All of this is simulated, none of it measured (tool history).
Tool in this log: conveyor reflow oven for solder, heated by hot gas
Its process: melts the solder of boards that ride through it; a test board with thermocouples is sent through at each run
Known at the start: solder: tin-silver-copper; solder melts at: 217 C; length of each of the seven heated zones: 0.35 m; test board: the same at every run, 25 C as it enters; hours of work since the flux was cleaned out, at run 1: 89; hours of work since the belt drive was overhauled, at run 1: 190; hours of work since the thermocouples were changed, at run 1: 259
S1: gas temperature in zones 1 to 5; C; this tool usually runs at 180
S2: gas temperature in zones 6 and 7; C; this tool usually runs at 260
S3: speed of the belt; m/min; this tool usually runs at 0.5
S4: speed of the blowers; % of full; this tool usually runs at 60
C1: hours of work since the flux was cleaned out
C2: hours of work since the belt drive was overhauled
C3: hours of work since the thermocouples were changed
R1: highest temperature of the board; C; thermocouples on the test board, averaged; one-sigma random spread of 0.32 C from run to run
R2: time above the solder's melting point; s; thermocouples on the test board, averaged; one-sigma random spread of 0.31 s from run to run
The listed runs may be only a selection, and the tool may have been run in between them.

| run | day | S1 | S2 | S3 | S4 | C1 | C2 | C3 | R1 | R2 |
|---|---|---|---|---|---|---|---|---|---|---|
| 1 | 0 | 180 | 260 | 0.5 | 60 | 89 | 190 | 259 | 245.4 | 59.6 |
| 2 | 0.571 | 180 | 260 | 0.5 | 60 | 99 | 200 | 269 | 245.9 | 59.7 |
| 3 | 1.333 | 180 | 260 | 0.5 | 60 | 111 | 213 | 282 | 245.9 | 59.4 |
| 4 | 2.238 | 180 | 272 | 0.5 | 60 | 127 | 228 | 297 | 255.8 | 67.5 |
| 5 | 2.796 | 180 | 272 | 0.5 | 60 | 136 | 238 | 306 | 256.1 | 67.4 |
| 6 | 3.546 | 180 | 254 | 0.5 | 60 | 149 | 250 | 319 | 240.6 | 54.5 |
| 7 | 4.429 | 180 | 254 | 0.5 | 60 | 164 | 265 | 334 | 240.8 | 54.5 |
| 8 | 5.425 | 180 | 260 | 0.5 | 60 | 181 | 282 | 351 | 245.8 | 59.7 |
| 9 | 6.088 | 180 | 260 | 0.5 | 60 | 192 | 294 | 362 | 246.2 | 59.4 |
| 10 | 6.883 | 180 | 260 | 0.5 | 53 | 206 | 307 | 376 | 244.4 | 57.1 |
| 11 | 7.888 | 180 | 260 | 0.5 | 60 | 223 | 324 | 393 | 245.7 | 58.6 |
| 12 | 8.612 | 180 | 260 | 0.5 | 60 | 235 | 337 | 405 | 246.2 | 59.7 |
| 13 | 9.542 | 180 | 256 | 0.498 | 75 | 251 | 352 | 421 | 245.7 | 61.5 |
| 14 | 10.125 | 166 | 257 | 0.498 | 55 | 261 | 362 | 431 | 239 | 46.6 |
| 15 | 10.6 | 166 | 257 | 0.498 | 55 | 269 | 370 | 439 | 239.1 | 46.8 |
| 16 | 11.288 | 180 | 260 | 0.442 | 60 | 281 | 382 | 451 | 248.8 | 72.2 |
| 17 | 11.95 | 180 | 260 | 0.442 | 60 | 292 | 393 | 462 | 248.6 | 72.7 |
| 18 | 12.938 | 168 | 256 | 0.5 | 60 | 309 | 410 | 479 | 240.1 | 48.5 |

Estimate the outcome of run 19 from the log above:
| 19 | 13.917 | 168 | 251 | 0.564 | 60 | 325 | 427 | 496 | ? | ? |

Run 19 came out at R1 231.4 C, R2 31.7 s.
On a tool with no hidden condition, and with the same random variation, this run would have come out at R1 231.5 C, R2 31.8 s.

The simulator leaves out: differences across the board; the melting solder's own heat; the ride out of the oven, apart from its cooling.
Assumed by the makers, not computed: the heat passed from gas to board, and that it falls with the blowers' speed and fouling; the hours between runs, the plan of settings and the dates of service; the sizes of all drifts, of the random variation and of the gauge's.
